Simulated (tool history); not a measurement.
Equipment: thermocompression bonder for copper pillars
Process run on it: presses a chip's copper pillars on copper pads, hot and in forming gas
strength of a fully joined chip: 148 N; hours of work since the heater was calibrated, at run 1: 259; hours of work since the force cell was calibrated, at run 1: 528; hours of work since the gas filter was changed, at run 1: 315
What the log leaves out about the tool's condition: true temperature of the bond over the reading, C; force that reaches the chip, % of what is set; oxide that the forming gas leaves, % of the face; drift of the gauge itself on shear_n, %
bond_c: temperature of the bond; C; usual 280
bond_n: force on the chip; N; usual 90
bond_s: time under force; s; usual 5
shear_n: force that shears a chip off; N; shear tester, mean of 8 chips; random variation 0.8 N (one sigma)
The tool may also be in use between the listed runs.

run	day	bond_c	bond_n	bond_s	hours of work since the heater was calibrated	hours of work since the force cell was calibrated	hours of work since the gas filter was changed	shear_n
1	0	280	90	5	259	528	315	97.4
2	2.946	280	90	5	297	566	353	97.8
3	4.4	272	90	5	315	584	372	89.1
4	6.396	272	90	5	341	610	397	87.9
# day 6.712: forming gas filter changed
5	8.675	272	100	5	370	639	25	106.7
6	10.904	272	100	5	399	668	54	104.6
7	12.567	272	75	5	420	689	75	80.3
8	15.417	280	90	5	457	726	112	101.5
9	16.746	280	90	5	474	743	129	103.2
10	18.454	280	90	5	496	765	151	102.7
11	21.471	280	99	5	535	804	190	108.4
12	24.017	286	99	5	567	836	223	111.7
13	26.508	286	99	7	600	868	255	116
14	29.067	286	99	7	632	901	288	116.8
15	31.517	286	99	7	664	933	319	116.3
16	32.892	280	86	5	682	951	337	93.7
17	34.85	280	86	5	707	976	362	93
# day 37.783: forming gas filter changed
18	37.862	280	90	5	745	1014	1	105.2
19	39.821	280	90	5	770	1039	26	104.4
20	41.512	280	90	5	792	1061	48	103.8
21	44.225	280	74	5	827	1096	83	88.8
22	46.825	280	74	5	861	1129	116	87.1
23	49.971	269	95	4	901	1170	157	89.9
24	51.704	269	95	4	923	1192	179	90.9
25	53.979	269	95	4	953	1222	208	89.9
26	56.254	276	128	4	982	1251	238	115.6
27	58.45	276	128	4	1010	1279	266	116
28	61.479	280	128	11	1049	1318	305	132.6
29	63.712	265	64	10	1078	1347	334	77.3
30	65.775	280	74	10	1104	1373	360	100.1
31	68.738	280	74	10	1142	1411	398	97.6
# day 68.967: forming gas filter changed
32	71.404	280	74	10	1176	1445	31	107.8
33	74.208	280	74	10	1213	1481	67	107.8
# day 75.45: force cell calibrated
34	77.408	280	93	8	1253	25	108	120.3
35	79.342	280	93	8	1278	50	133	120.1
36	82.5	294	57	8	1318	91	173	93.9
37	84.004	305	59	4	1338	110	193	85.5
38	85.967	305	59	4	1363	135	218	85.8
39	88.083	258	62	5	1390	163	245	58.3
40	90.329	287	100	3	1419	191	274	103.7

Here are 4 independent what-if runs from the current tool condition. What would each one return?
A	91.729	264	100	4	1437	209	292	?
B	91.729	293	109	7	1437	209	292	?
C	91.729	274	66	4	1437	209	292	?
D	91.729	280	107	5	1437	209	292	?

run	shear_n
A	91.4
B	127.8
C	69.1
D	112.6
What these runs would have given with no unlogged condition in the tool:
run	shear_n
A	93
B	134.9
C	69.6
D	117
